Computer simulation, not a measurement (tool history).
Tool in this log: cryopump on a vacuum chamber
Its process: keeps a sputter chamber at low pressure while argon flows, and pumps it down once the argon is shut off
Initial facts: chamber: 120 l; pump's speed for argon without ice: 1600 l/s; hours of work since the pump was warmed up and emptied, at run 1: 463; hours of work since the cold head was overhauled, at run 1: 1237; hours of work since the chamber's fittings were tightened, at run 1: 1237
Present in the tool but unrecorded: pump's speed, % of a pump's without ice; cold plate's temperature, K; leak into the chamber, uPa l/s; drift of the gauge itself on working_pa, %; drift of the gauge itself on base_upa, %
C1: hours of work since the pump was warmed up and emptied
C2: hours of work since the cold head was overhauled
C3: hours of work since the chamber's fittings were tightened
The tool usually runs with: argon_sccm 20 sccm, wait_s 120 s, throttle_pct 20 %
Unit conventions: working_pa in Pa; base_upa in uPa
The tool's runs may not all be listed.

Run 1, hour 0: usual settings; C1 463; C2 1237; C3 1237. Result: working_pa 0.1101 Pa, base_upa 1.37 uPa.
Run 2, hour 29.9: usual settings but throttle_pct 53 %; C1 485; C2 1259; C3 1259. Result: working_pa 0.0431 Pa, base_upa 1.43 uPa.
Run 3, hour 60.5: usual settings; C1 508; C2 1282; C3 1282. Result: working_pa 0.1088 Pa, base_upa 1.37 uPa.
Run 4, hour 87.3: usual settings; C1 527; C2 1302; C3 1302. Result: working_pa 0.1092 Pa, base_upa 1.39 uPa.
Run 5, hour 129.3: usual settings; C1 559; C2 1333; C3 1333. Result: working_pa 0.1095 Pa, base_upa 1.47 uPa.
Run 6, hour 156.5: usual settings; C1 579; C2 1354; C3 1354. Result: working_pa 0.1108 Pa, base_upa 1.46 uPa.
Run 7, hour 194.5: usual settings; C1 607; C2 1382; C3 1382. Result: working_pa 0.1113 Pa, base_upa 1.51 uPa.
Run 8, hour 222.8: usual settings; C1 628; C2 1403; C3 1403. Result: working_pa 0.1113 Pa, base_upa 1.52 uPa.
Run 9, hour 270.8: usual settings but argon_sccm 40 sccm; C1 664; C2 1439; C3 1439. Result: working_pa 0.2242 Pa, base_upa 1.51 uPa.
Run 10, hour 303.9: usual settings; C1 689; C2 1463; C3 1463. Result: working_pa 0.1109 Pa, base_upa 1.58 uPa.
Run 11, hour 326.6: usual settings but wait_s 180 s; C1 705; C2 1480; C3 1480. Result: working_pa 0.112 Pa, base_upa 1.56 uPa.
Run 12, hour 367.1: usual settings but wait_s 180 s; C1 736; C2 1510; C3 1510. Result: working_pa 0.1124 Pa, base_upa 1.53 uPa.
At hour 400.8: pump warmed up, emptied and cooled again.
Run 13, hour 402.3: usual settings but wait_s 180 s; C1 1; C2 1533; C3 1533. Result: working_pa 0.107 Pa, base_upa 1.25 uPa.
Run 14, hour 426.4: usual settings but wait_s 180 s; C1 19; C2 1551; C3 1551. Result: working_pa 0.1059 Pa, base_upa 1.24 uPa.
Run 15, hour 448.8: usual settings but argon_sccm 23 sccm, wait_s 256 s, throttle_pct 19 %; C1 36; C2 1567; C3 1567. Result: working_pa 0.1292 Pa, base_upa 1.2 uPa.
Run 16, hour 474.8: usual settings but argon_sccm 23 sccm, wait_s 182 s, throttle_pct 25 %; C1 55; C2 1587; C3 1587. Result: working_pa 0.0979 Pa, base_upa 1.29 uPa.
Run 17, hour 505.4: usual settings but wait_s 199 s, throttle_pct 42 %; C1 78; C2 1609; C3 1609. Result: working_pa 0.0514 Pa, base_upa 1.35 uPa.
Run 18, hour 528: usual settings but argon_sccm 28 sccm, wait_s 199 s, throttle_pct 53 %; C1 95; C2 1626; C3 1626. Result: working_pa 0.0573 Pa, base_upa 1.31 uPa.
Run 19, hour 575.2: usual settings but argon_sccm 28 sccm, wait_s 199 s, throttle_pct 53 %; C1 130; C2 1661; C3 1661. Result: working_pa 0.0583 Pa, base_upa 1.35 uPa.
Run 20, hour 603.2: usual settings but argon_sccm 24 sccm, wait_s 132 s, throttle_pct 17 %; C1 151; C2 1682; C3 1682. Result: working_pa 0.1525 Pa, base_upa 1.46 uPa.
Run 21, hour 623.9: usual settings but argon_sccm 24 sccm, wait_s 132 s, throttle_pct 17 %; C1 166; C2 1697; C3 1697. Result: working_pa 0.1508 Pa, base_upa 1.46 uPa.
Run 22, hour 650.4: usual settings but argon_sccm 24 sccm, wait_s 132 s, throttle_pct 17 %; C1 186; C2 1717; C3 1717. Result: working_pa 0.1508 Pa, base_upa 1.52 uPa.
Run 23, hour 685.8: usual settings but argon_sccm 10 sccm, wait_s 51 s, throttle_pct 54 %; C1 212; C2 1743; C3 1743. Result: working_pa 0.0202 Pa, base_upa 2.03 uPa.
Run 24, hour 732.9: usual settings but wait_s 112 s, throttle_pct 18 %; C1 247; C2 1778; C3 1778. Result: working_pa 0.1198 Pa, base_upa 1.66 uPa.
Run 25, hour 771.4: usual settings but wait_s 112 s, throttle_pct 18 %; C1 276; C2 1807; C3 1807. Result: working_pa 0.1193 Pa, base_upa 1.67 uPa.
Run 26, hour 814.7: usual settings but argon_sccm 38 sccm, wait_s 112 s, throttle_pct 17 %; C1 308; C2 1839; C3 1839. Result: working_pa 0.2406 Pa, base_upa 1.61 uPa.
Run 27, hour 852.5: usual settings but argon_sccm 8 sccm, wait_s 20 s; C1 336; C2 1867; C3 1867. Result: working_pa 0.043 Pa, base_upa 3.31 uPa.

3 options for the next run, each taken on its own from the tool as it stands now. Forecast them:
Run A, hour 898.3: usual settings but argon_sccm 18 sccm, throttle_pct 19 %; C1 370; C2 1901; C3 1901. Result: working_pa ?, base_upa ?.
Run B, hour 898.3: usual settings but argon_sccm 33 sccm, wait_s 26 s, throttle_pct 18 %; C1 370; C2 1901; C3 1901. Result: working_pa ?, base_upa ?.
Run C, hour 898.3: usual settings but argon_sccm 19 sccm, wait_s 22 s, throttle_pct 44 %; C1 370; C2 1901; C3 1901. Result: working_pa ?, base_upa ?.

run  working_pa  base_upa
  A      0.1028      1.75
  B      0.2002      2.83
  C      0.0492      3.06
Had the tool no hidden state, the same runs would have come out as:
run  working_pa  base_upa
  A      0.0998      0.53
  B      0.1946      1.63
  C       0.046      1.85
